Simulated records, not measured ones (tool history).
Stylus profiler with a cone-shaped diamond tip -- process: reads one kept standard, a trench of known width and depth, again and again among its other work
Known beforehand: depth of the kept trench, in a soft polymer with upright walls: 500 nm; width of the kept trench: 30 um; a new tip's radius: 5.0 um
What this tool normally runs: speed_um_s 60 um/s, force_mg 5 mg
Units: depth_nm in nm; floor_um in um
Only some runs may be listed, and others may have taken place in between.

| run | hour | speed_um_s | force_mg | depth_nm | floor_um |
|---|---|---|---|---|---|
| 1 | 0 | 60 | 5 | 511.86 | 23.09 |
| 2 | 28.4 | 60 | 5 | 511.89 | 23.05 |
| 3 | 72.7 | 60 | 5 | 511.81 | 23.03 |
| 4 | 107.2 | 60 | 5 | 511.71 | 22.96 |
| 5 | 135.2 | 60 | 5 | 511.76 | 22.84 |
| 6 | 186 | 60 | 5 | 511.81 | 22.83 |
| 7 | 230.8 | 60 | 5 | 511.71 | 22.74 |
| 8 | 281.5 | 49 | 5 | 511.75 | 22.7 |
| 9 | 322.8 | 49 | 5 | 511.58 | 22.68 |
| 10 | 374.7 | 76 | 5 | 511.39 | 22.49 |
| 11 | 405.8 | 90 | 5 | 511.41 | 22.37 |
| 12 | 455.4 | 60 | 5 | 511.56 | 22.48 |
| 13 | 508 | 16 | 5 | 511.45 | 22.5 |
| 14 | 533.3 | 16 | 5 | 511.32 | 22.51 |
| 15 | 581.2 | 16 | 5 | 511.57 | 22.45 |
| 16 | 604.5 | 135 | 5 | 511.44 | 21.99 |
| 17 | 636.7 | 60 | 5 | 511.51 | 22.15 |
| 18 | 679.6 | 37 | 5 | 511.56 | 22.23 |
| 19 | 705.2 | 37 | 5 | 510.86 | 22.22 |
| 20 | 726.6 | 37 | 5 | 510.92 | 22.2 |
| 21 | 761.6 | 60 | 6.26 | 512.75 | 22.08 |
| 22 | 807.8 | 60 | 6.26 | 513.04 | 22.02 |
| 23 | 842.2 | 63 | 1.9 | 506.73 | 21.8 |
| 24 | 874.8 | 23 | 5.77 | 514.19 | 22.03 |
| 25 | 900.5 | 139 | 7.53 | 516.95 | 21.71 |
| 26 | 934.6 | 139 | 7.53 | 516.81 | 21.6 |
| 27 | 971 | 35 | 6.8 | 515.72 | 21.91 |
| 28 | 995.2 | 35 | 6.8 | 515.78 | 21.84 |
| 29 | 1047 | 35 | 6.8 | 515.62 | 21.75 |
| 30 | 1088.5 | 70 | 2.77 | 508.51 | 25.16 |
| 31 | 1119.7 | 218 | 5 | 513.17 | 24.61 |
| 32 | 1164.2 | 26 | 2.23 | 507.55 | 25.28 |
| 33 | 1194 | 114 | 2.23 | 507.67 | 24.7 |
| 34 | 1215.4 | 180 | 11.78 | 522.7 | 24.88 |
| 35 | 1262 | 17 | 11.78 | 522.72 | 25.12 |
| 36 | 1302.1 | 133 | 11.78 | 522.56 | 24.82 |
| 37 | 1328.5 | 118 | 7.56 | 516.9 | 24.65 |
| 38 | 1373.5 | 60 | 6.77 | 515.44 | 24.72 |
| 39 | 1407.2 | 50 | 8.59 | 517.99 | 24.75 |
| 40 | 1431.9 | 46 | 5.31 | 513.19 | 24.7 |
| 41 | 1481.2 | 46 | 14.06 | 525.2 | 24.67 |
| 42 | 1509.1 | 30 | 3.89 | 510.51 | 24.54 |
| 43 | 1535.7 | 32 | 2.38 | 507.42 | 24.46 |
| 44 | 1577.4 | 32 | 2.38 | 507.69 | 24.34 |

Missing from the log above: 3 entries noted between runs. For each, name the pair of listed runs it sits between and say how the tool's hidden condition differs from the listed run just before to the listed run just after:
Logged between run 18 and run 19: height scale calibrated on a step standard (hour 682.3)
  radius of the tip, um: 14.83 -> 14.95; height scale over the true one, %: -0.238 -> -0.355
  measured result minus the result with no hidden state, depth_nm: -1.22 -> -1.82 nm; floor_um: -3.28 -> -3.3 um
Logged between run 22 and run 23: height scale calibrated on a step standard, once more (hour 819.2)
  radius of the tip, um: 15.46 -> 15.64; height scale over the true one, %: -0.367 -> 0.022
  measured result minus the result with no hidden state, depth_nm: -1.89 -> +0.11 nm; floor_um: -3.44 -> -3.48 um
Logged between run 29 and run 30: new tip fitted, height scale calibrated (hour 1053.5)
  radius of the tip, um: 16.65 -> 5.2; height scale over the true one, %: -0.003 -> 0.024
  measured result minus the result with no hidden state, depth_nm: -0.02 -> +0.13 nm; floor_um: -3.74 -> -0.09 um

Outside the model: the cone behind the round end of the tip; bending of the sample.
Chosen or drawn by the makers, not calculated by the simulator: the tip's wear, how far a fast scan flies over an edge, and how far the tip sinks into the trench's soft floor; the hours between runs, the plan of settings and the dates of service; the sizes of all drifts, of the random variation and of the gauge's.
